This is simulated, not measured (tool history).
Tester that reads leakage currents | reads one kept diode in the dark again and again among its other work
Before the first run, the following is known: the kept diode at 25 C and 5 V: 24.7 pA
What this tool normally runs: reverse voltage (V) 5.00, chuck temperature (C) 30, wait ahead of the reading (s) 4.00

run,hour,reverse voltage (V),chuck temperature (C),wait ahead of the reading (s),current that the tester gives (pA)
1,0.0,5.00,30,4.00,44.44
2,39.3,5.00,30,4.00,44.77
3,79.8,5.00,30,4.00,44.62
4,129.5,5.00,30,4.00,45.08
5,160.3,5.00,30,4.00,45.02
6,204.9,5.00,30,4.00,45.38
7,244.9,5.00,30,4.00,45.39
8,272.7,5.00,30,4.00,45.50
9,322.6,5.00,28,4.00,40.31
10,354.7,5.00,28,4.00,40.59
11,385.8,5.00,28,4.00,40.65
12,429.9,5.00,28,4.00,40.78
13,462.0,5.00,28,4.00,40.85
# hour 467.2: probe card cleaned and baked
14,511.1,5.00,28,4.00,45.71
15,555.7,5.00,28,4.00,45.54
16,592.3,12.72,25,0.73,78.53
17,623.2,12.72,25,0.73,78.63
18,645.9,1.50,22,2.18,15.90
19,687.5,5.00,30,3.78,51.58
20,718.5,1.24,38,3.78,38.86
# hour 765.7: probe card cleaned and baked, once more
21,766.6,1.24,58,1.71,136.19
22,810.4,1.24,58,1.71,136.12
23,842.3,1.24,58,0.31,137.65
24,873.6,5.00,28,2.25,33.53
25,895.5,5.00,28,2.25,33.55
26,922.9,7.15,41,4.00,99.76
27,969.9,8.01,30,0.40,54.36
28,991.1,8.01,30,2.37,49.07
29,1023.1,5.00,30,0.49,41.94

Alternative continuations, all from the tool just after run 29; predict every row:
A,1073.1,5.00,34,0.44,?
B,1073.1,13.85,31,1.51,?
C,1073.1,1.10,55,3.64,?
D,1073.1,1.94,27,8.12,?
E,1073.1,2.57,25,4.00,?

run,current that the tester gives (pA)
A,54.92
B,71.56
C,107.04
D,19.91
E,19.76
Take away the tool's hidden state, keep each run's random variation, and the runs would have read:
run,current that the tester gives (pA)
A,52.07
B,66.54
C,103.13
D,18.76
E,18.51
